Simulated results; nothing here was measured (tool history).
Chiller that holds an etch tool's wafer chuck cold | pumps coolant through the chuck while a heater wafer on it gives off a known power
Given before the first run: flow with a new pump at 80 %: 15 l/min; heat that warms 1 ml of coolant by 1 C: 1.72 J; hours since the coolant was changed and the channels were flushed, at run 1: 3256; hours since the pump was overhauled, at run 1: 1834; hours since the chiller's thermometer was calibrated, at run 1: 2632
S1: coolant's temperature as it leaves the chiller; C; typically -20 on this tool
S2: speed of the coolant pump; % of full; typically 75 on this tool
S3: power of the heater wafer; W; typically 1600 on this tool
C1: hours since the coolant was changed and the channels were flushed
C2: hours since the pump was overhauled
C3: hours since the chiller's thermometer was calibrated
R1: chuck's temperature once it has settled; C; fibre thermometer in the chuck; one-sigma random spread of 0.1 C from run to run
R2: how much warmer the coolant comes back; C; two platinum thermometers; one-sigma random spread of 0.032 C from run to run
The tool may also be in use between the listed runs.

run 1 hour=0 | S1=-20 S2=75 S3=1600 | C1=3256 C2=1834 C3=2632 | R1=-8.9 R2=3.97
run 2 hour=50.1 | S1=-20 S2=70 S3=1600 | C1=3306 C2=1884 C3=2682 | R1=-8.4 R2=4.23
run 3 hour=86.7 | S1=-17 S2=75 S3=1600 | C1=3343 C2=1921 C3=2718 | R1=-6.2 R2=3.95
run 4 hour=124 | S1=-17 S2=98 S3=1600 | C1=3380 C2=1958 C3=2756 | R1=-8.6 R2=2.98
run 5 hour=154.2 | S1=-17 S2=98 S3=1600 | C1=3410 C2=1988 C3=2786 | R1=-9 R2=2.98
run 6 hour=205.8 | S1=-17 S2=98 S3=1600 | C1=3462 C2=2040 C3=2837 | R1=-8.9 R2=2.96
run 7 hour=251.4 | S1=-17 S2=98 S3=1600 | C1=3507 C2=2085 C3=2883 | R1=-8.8 R2=2.93
run 8 hour=297.9 | S1=-17 S2=75 S3=1600 | C1=3554 C2=2132 C3=2930 | R1=-6.1 R2=4.04
run 9 hour=349 | S1=-17 S2=75 S3=1600 | C1=3605 C2=2183 C3=2981 | R1=-6.2 R2=4.06
run 10 hour=375.7 | S1=-17 S2=75 S3=1600 | C1=3632 C2=2210 C3=3007 | R1=-6.2 R2=3.99
run 11 hour=431.9 | S1=-17 S2=75 S3=1142 | C1=3688 C2=2266 C3=3064 | R1=-9.2 R2=2.87
run 12 hour=471.5 | S1=-17 S2=75 S3=1142 | C1=3727 C2=2305 C3=3103 | R1=-9.2 R2=2.84
run 13 hour=506.8 | S1=-17 S2=75 S3=1142 | C1=3763 C2=2341 C3=3138 | R1=-9.1 R2=2.81
run 14 hour=568 | S1=-20 S2=79 S3=1600 | C1=3824 C2=2402 C3=3200 | R1=-9.7 R2=3.72
run 15 hour=621 | S1=-20 S2=81 S3=1225 | C1=3877 C2=2455 C3=3253 | R1=-12.3 R2=2.78
run 16 hour=686.1 | S1=-20 S2=80 S3=1214 | C1=3942 C2=2520 C3=3318 | R1=-12.2 R2=2.83
run 17 hour=736.1 | S1=-19 S2=75 S3=1214 | C1=3992 C2=2570 C3=3368 | R1=-10.7 R2=3.03
run 18 hour=766 | S1=-19 S2=91 S3=2021 | C1=4022 C2=2600 C3=3398 | R1=-7.9 R2=4.14
-- hour=779.7 chiller's thermometer calibrated
run 19 hour=799.2 | S1=-19 S2=91 S3=2021 | C1=4054 C2=2632 C3=20 | R1=-7.6 R2=4.09
run 20 hour=850.1 | S1=-13 S2=63 S3=1342 | C1=4105 C2=2683 C3=70 | R1=-2.1 R2=4.09
run 21 hour=903 | S1=-14 S2=63 S3=1139 | C1=4158 C2=2736 C3=123 | R1=-4.6 R2=3.47
run 22 hour=958.3 | S1=-14 S2=63 S3=1139 | C1=4213 C2=2791 C3=179 | R1=-4.6 R2=3.49
run 23 hour=1018.3 | S1=-13 S2=93 S3=2141 | C1=4273 C2=2851 C3=239 | R1=-1.5 R2=4.22
run 24 hour=1077.3 | S1=-18 S2=69 S3=967 | C1=4332 C2=2910 C3=298 | R1=-10.8 R2=2.64
run 25 hour=1129 | S1=-18 S2=69 S3=967 | C1=4384 C2=2962 C3=349 | R1=-10.8 R2=2.69
run 26 hour=1178.7 | S1=-25 S2=73 S3=850 | C1=4434 C2=3012 C3=399 | R1=-19.1 R2=2.14

Expected results for the next run?
run 27 hour=1237.7 | S1=-16 S2=79 S3=1600 | C1=4493 C2=3071 C3=458 | R1=? R2=?

R1: -5.5 C
R2: 3.78 C
Minus the tool's unlogged condition, the same run would have read R1 -5.5 C, R2 3.77 C.
